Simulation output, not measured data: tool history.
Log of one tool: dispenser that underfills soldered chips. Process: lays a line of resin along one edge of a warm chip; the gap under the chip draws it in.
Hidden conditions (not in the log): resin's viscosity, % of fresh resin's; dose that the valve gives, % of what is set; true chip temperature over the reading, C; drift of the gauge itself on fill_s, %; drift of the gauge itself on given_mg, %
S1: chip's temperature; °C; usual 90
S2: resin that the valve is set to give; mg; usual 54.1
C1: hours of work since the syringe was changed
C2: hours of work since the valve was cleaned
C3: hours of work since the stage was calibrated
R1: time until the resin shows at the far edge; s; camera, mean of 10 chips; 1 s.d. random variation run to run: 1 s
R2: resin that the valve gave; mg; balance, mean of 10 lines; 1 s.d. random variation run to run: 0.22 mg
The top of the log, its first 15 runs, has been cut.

run 16 hour=57.7 | S1=90 S2=54.1 | C1=5 C2=21 C3=132 | R1=135.5 R2=53.74
-- hour=60.4 new syringe of resin
run 17 hour=62.2 | S1=90 S2=54.1 | C1=1 C2=24 C3=135 | R1=106.3 R2=53.42
run 18 hour=66.1 | S1=90 S2=54.1 | C1=4 C2=27 C3=138 | R1=128.2 R2=53.28
-- hour=69.4 new syringe of resin
run 19 hour=71.4 | S1=87 S2=46.2 | C1=1 C2=30 C3=142 | R1=120.6 R2=45.75
run 20 hour=74.2 | S1=85 S2=49.5 | C1=4 C2=32 C3=144 | R1=145.1 R2=48.9
run 21 hour=77 | S1=85 S2=49.5 | C1=6 C2=34 C3=146 | R1=165.2 R2=48.91
-- hour=78.8 new syringe of resin
run 22 hour=79.8 | S1=85 S2=49.5 | C1=1 C2=36 C3=148 | R1=119.2 R2=48.91
run 23 hour=83.6 | S1=98 S2=50.2 | C1=4 C2=39 C3=151 | R1=100.8 R2=49.93
run 24 hour=87.4 | S1=97 S2=70.1 | C1=6 C2=42 C3=154 | R1=122 R2=68.79
-- hour=88.1 new syringe of resin
run 25 hour=92.1 | S1=97 S2=70.1 | C1=3 C2=45 C3=157 | R1=95.3 R2=68.86
run 26 hour=96.1 | S1=100 S2=68.6 | C1=6 C2=48 C3=160 | R1=109.1 R2=67.58
-- hour=97.2 new syringe of resin
run 27 hour=100.4 | S1=104 S2=59.1 | C1=2 C2=51 C3=163 | R1=76.7 R2=58.37
run 28 hour=104.8 | S1=83 S2=47.8 | C1=6 C2=54 C3=166 | R1=175.8 R2=46.96
-- hour=106.5 new syringe of resin
run 29 hour=109.2 | S1=82 S2=59.4 | C1=2 C2=58 C3=169 | R1=138.1 R2=58.19
run 30 hour=113.7 | S1=90 S2=62.8 | C1=5 C2=61 C3=172 | R1=141.6 R2=61.45
-- hour=115.8 new syringe of resin
run 31 hour=117.5 | S1=90 S2=62.8 | C1=1 C2=64 C3=175 | R1=103.5 R2=61.41
run 32 hour=121.3 | S1=90 S2=62.8 | C1=4 C2=66 C3=178 | R1=127.1 R2=61.2

What will run 33 give?
-- hour=125 new syringe of resin
run 33 hour=126.2 | S1=90 S2=62.8 | C1=1 C2=70 C3=181 | R1=? R2=?

Run 33 gave R1 99.5 s, R2 61.88 mg.
Had the tool carried no hidden state, the very same run would have given R1 97.2 s, R2 63.31 mg.
